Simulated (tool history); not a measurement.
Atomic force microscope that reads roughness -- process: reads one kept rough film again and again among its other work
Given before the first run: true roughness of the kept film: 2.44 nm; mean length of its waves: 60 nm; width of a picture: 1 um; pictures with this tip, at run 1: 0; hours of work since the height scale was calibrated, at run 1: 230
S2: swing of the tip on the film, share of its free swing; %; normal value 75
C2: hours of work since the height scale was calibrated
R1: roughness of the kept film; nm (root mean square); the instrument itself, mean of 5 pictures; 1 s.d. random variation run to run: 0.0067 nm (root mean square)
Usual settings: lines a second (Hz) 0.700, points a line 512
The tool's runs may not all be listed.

Run 1, hour 0.0: usual settings; pictures with this tip 0; C2 230. Result: R1 2.349 nm (root mean square).
Run 2, hour 50.0: usual settings; pictures with this tip 46; C2 259. Result: R1 2.343 nm (root mean square).
Run 3, hour 81.6: usual settings; pictures with this tip 75; C2 277. Result: R1 2.343 nm (root mean square).
Run 4, hour 124.2: usual settings; pictures with this tip 114; C2 302. Result: R1 2.345 nm (root mean square).
Run 5, hour 194.3: usual settings; pictures with this tip 178; C2 342. Result: R1 2.340 nm (root mean square).
Run 6, hour 228.1: usual settings; pictures with this tip 209; C2 362. Result: R1 2.340 nm (root mean square).
Run 7, hour 263.3: usual settings; pictures with this tip 242; C2 382. Result: R1 2.337 nm (root mean square).
Run 8, hour 301.3: usual settings but S2 81 %; pictures with this tip 276; C2 404. Result: R1 2.314 nm (root mean square).
At hour 312.6: new tip fitted.
Run 9, hour 372.9: usual settings but lines a second (Hz) 2.709; pictures with this tip 56; C2 446. Result: R1 2.195 nm (root mean square).
Run 10, hour 412.0: usual settings but lines a second (Hz) 1.317; pictures with this tip 92; C2 468. Result: R1 2.295 nm (root mean square).
Run 11, hour 447.0: usual settings; pictures with this tip 124; C2 489. Result: R1 2.354 nm (root mean square).
Run 12, hour 516.6: usual settings; pictures with this tip 188; C2 529. Result: R1 2.345 nm (root mean square).
Run 13, hour 564.4: usual settings but points a line 643; pictures with this tip 231; C2 557. Result: R1 2.356 nm (root mean square).
At hour 620.9: new tip fitted.
Run 14, hour 632.1: usual settings; pictures with this tip 10; C2 596. Result: R1 2.335 nm (root mean square).
Run 15, hour 691.1: usual settings but S2 59 %; pictures with this tip 64; C2 630. Result: R1 2.378 nm (root mean square).
Run 16, hour 748.2: usual settings but S2 59 %; pictures with this tip 117; C2 663. Result: R1 2.384 nm (root mean square).
Run 17, hour 789.5: usual settings but lines a second (Hz) 1.228; pictures with this tip 154; C2 687. Result: R1 2.311 nm (root mean square).
Run 18, hour 839.7: usual settings but S2 62 %; pictures with this tip 201; C2 716. Result: R1 2.369 nm (root mean square).
Run 19, hour 904.7: usual settings but lines a second (Hz) 0.737; pictures with this tip 260; C2 754. Result: R1 2.349 nm (root mean square).
At hour 931.3: new tip fitted.
Run 20, hour 938.2: usual settings but lines a second (Hz) 0.737; pictures with this tip 6; C2 773. Result: R1 2.337 nm (root mean square).
Run 21, hour 1001.3: usual settings but lines a second (Hz) 1.226; pictures with this tip 64; C2 810. Result: R1 2.318 nm (root mean square).
Run 22, hour 1057.1: usual settings but lines a second (Hz) 0.503; pictures with this tip 116; C2 842. Result: R1 2.367 nm (root mean square).
Run 23, hour 1096.2: usual settings but lines a second (Hz) 0.503; pictures with this tip 151; C2 865. Result: R1 2.363 nm (root mean square).
Run 24, hour 1152.5: usual settings but lines a second (Hz) 0.503; pictures with this tip 203; C2 897. Result: R1 2.367 nm (root mean square).
Run 25, hour 1221.7: usual settings but lines a second (Hz) 1.261, points a line 425; pictures with this tip 267; C2 938. Result: R1 2.289 nm (root mean square).
At hour 1244.3: new tip fitted.
Run 26, hour 1256.8: usual settings but lines a second (Hz) 0.750, S2 90 %, points a line 276; pictures with this tip 11; C2 958. Result: R1 2.276 nm (root mean square).
Run 27, hour 1325.3: usual settings but lines a second (Hz) 0.750, S2 90 %, points a line 276; pictures with this tip 74; C2 997. Result: R1 2.261 nm (root mean square).
Run 28, hour 1372.2: usual settings but lines a second (Hz) 0.750, S2 62 %, points a line 418; pictures with this tip 117; C2 1025. Result: R1 2.370 nm (root mean square).
Run 29, hour 1414.4: usual settings but lines a second (Hz) 3.065, S2 67 %, points a line 331; pictures with this tip 156; C2 1049. Result: R1 2.242 nm (root mean square).
Run 30, hour 1470.3: usual settings but lines a second (Hz) 1.065, S2 62 %, points a line 266; pictures with this tip 207; C2 1082. Result: R1 2.350 nm (root mean square).
Run 31, hour 1510.0: usual settings but lines a second (Hz) 3.160, S2 56 %, points a line 568; pictures with this tip 244; C2 1105. Result: R1 2.333 nm (root mean square).
At hour 1554.5: new tip fitted.
Run 32, hour 1557.3: usual settings but lines a second (Hz) 0.539, points a line 553; pictures with this tip 3; C2 1132. Result: R1 2.357 nm (root mean square).
Run 33, hour 1616.5: usual settings but lines a second (Hz) 1.072, S2 79 %; pictures with this tip 57; C2 1166. Result: R1 2.296 nm (root mean square).
Run 34, hour 1657.1: usual settings but lines a second (Hz) 1.726, S2 56 %, points a line 655; pictures with this tip 94; C2 1190. Result: R1 2.371 nm (root mean square).
Run 35, hour 1692.8: usual settings but lines a second (Hz) 1.726, S2 56 %, points a line 655; pictures with this tip 127; C2 1210. Result: R1 2.372 nm (root mean square).
Run 36, hour 1732.3: usual settings but lines a second (Hz) 1.272, S2 56 %, points a line 350; pictures with this tip 163; C2 1233. Result: R1 2.366 nm (root mean square).
Run 37, hour 1797.8: usual settings but lines a second (Hz) 1.336, S2 56 %; pictures with this tip 223; C2 1271. Result: R1 2.358 nm (root mean square).
Run 38, hour 1836.1: usual settings but lines a second (Hz) 1.336, S2 56 %; pictures with this tip 258; C2 1293. Result: R1 2.369 nm (root mean square).
At hour 1865.3: new tip fitted.
Run 39, hour 1895.9: usual settings but lines a second (Hz) 3.150, S2 71 %, points a line 780; pictures with this tip 28; C2 1328. Result: R1 2.197 nm (root mean square).
At hour 1952.6: height scale calibrated on a step standard.
Run 40, hour 1959.0: usual settings but lines a second (Hz) 0.612, S2 71 %, points a line 538; pictures with this tip 85; C2 4. Result: R1 2.369 nm (root mean square).
Run 41, hour 1991.9: usual settings but lines a second (Hz) 2.944, S2 78 %, points a line 926; pictures with this tip 115; C2 23. Result: R1 2.145 nm (root mean square).
Run 42, hour 2032.3: usual settings but lines a second (Hz) 0.687, S2 85 %, points a line 456; pictures with this tip 152; C2 46. Result: R1 2.308 nm (root mean square).
Run 43, hour 2082.6: usual settings but S2 56 %; pictures with this tip 198; C2 75. Result: R1 2.378 nm (root mean square).
Run 44, hour 2146.4: usual settings but S2 56 %, points a line 915; pictures with this tip 257; C2 112. Result: R1 2.386 nm (root mean square).
At hour 2176.7: new tip fitted.
Run 45, hour 2213.7: usual settings but S2 56 %, points a line 915; pictures with this tip 34; C2 151. Result: R1 2.397 nm (root mean square).
Run 46, hour 2269.7: usual settings but S2 56 %, points a line 360; pictures with this tip 85; C2 184. Result: R1 2.379 nm (root mean square).
Run 47, hour 2304.9: usual settings but lines a second (Hz) 3.876, points a line 556; pictures with this tip 118; C2 204. Result: R1 2.109 nm (root mean square).
Run 48, hour 2356.5: usual settings but lines a second (Hz) 3.876, points a line 556; pictures with this tip 165; C2 234. Result: R1 2.109 nm (root mean square).

3 options for the next run, each taken on its own from the tool as it stands now. Forecast them:
Run A, hour 2389.2: usual settings but points a line 555; pictures with this tip 195; C2 253. Result: R1 ?.
Run B, hour 2389.2: usual settings but lines a second (Hz) 2.823, points a line 556; pictures with this tip 195; C2 253. Result: R1 ?.
Run C, hour 2389.2: usual settings but lines a second (Hz) 1.330, points a line 550; pictures with this tip 195; C2 253. Result: R1 ?.

run     R1
  A  2.337
  B  2.173
  C  2.292
Without the tool's hidden state the same runs would have given:
run     R1
  A  2.339
  B  2.176
  C  2.295
